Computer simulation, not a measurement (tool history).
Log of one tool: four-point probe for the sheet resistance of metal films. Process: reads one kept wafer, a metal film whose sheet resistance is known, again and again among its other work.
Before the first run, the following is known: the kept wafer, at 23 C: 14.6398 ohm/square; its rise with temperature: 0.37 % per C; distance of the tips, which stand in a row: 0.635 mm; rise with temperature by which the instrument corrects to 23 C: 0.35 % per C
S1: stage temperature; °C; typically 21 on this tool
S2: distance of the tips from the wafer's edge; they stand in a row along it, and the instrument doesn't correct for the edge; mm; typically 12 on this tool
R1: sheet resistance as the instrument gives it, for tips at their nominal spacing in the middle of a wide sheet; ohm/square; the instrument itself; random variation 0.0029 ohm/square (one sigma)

run,hour,S1,S2,R1
1,0.0,21,12,14.678624
2,50.4,21,12,14.679407
3,142.8,21,12,14.683300
4,233.0,21,12,14.684967
5,317.4,21,12,14.691026
6,359.5,25,12,14.709813
7,442.0,25,12,14.714768
8,521.9,25,12,14.718349
9,604.9,25,12,14.722418
10,647.3,21,39,14.688385
11,741.2,21,39,14.696065
12,837.9,22,9,14.745690
13,914.6,19,9,14.728802
14,999.8,19,9,14.739183
15,1063.2,31,63,14.745490
16,1107.9,27,4,14.933921
17,1148.7,24,38,14.735616
18,1221.0,34,9,14.804106
19,1307.3,22,4,14.925103
20,1397.5,22,6,14.819164
21,1447.1,22,6,14.827667

Below, some changes in R1 between adjacent runs. For each, the amount present without the hidden state too (settings, incoming material, random variation) and the amount remaining for the hidden state with gauge scatter not shared by both compared results:
Unlogged tool condition in this case: inner tips' distance over the nominal, %; tips' flats over new ones', %; wafer's true temperature over the reading, C; drift of the gauge itself on sheet_ohm, %.
Run 3 -> 4: settings left as they were, no log entry in between. R1 +0.001667 ohm/square: hidden state +0.005232, all else -0.003565.
Run 11 -> 12: S1 21 -> 22, S2 39 -> 9. R1 +0.049625 ohm/square: hidden state +0.005893, all else +0.043732.
Run 15 -> 16: S1 31 -> 27, S2 63 -> 4. R1 +0.188431 ohm/square: hidden state +0.002989, all else +0.185442.
Run 16 -> 17: S1 27 -> 24, S2 4 -> 38. R1 -0.198305 ohm/square: hidden state +0.000961, all else -0.199266.

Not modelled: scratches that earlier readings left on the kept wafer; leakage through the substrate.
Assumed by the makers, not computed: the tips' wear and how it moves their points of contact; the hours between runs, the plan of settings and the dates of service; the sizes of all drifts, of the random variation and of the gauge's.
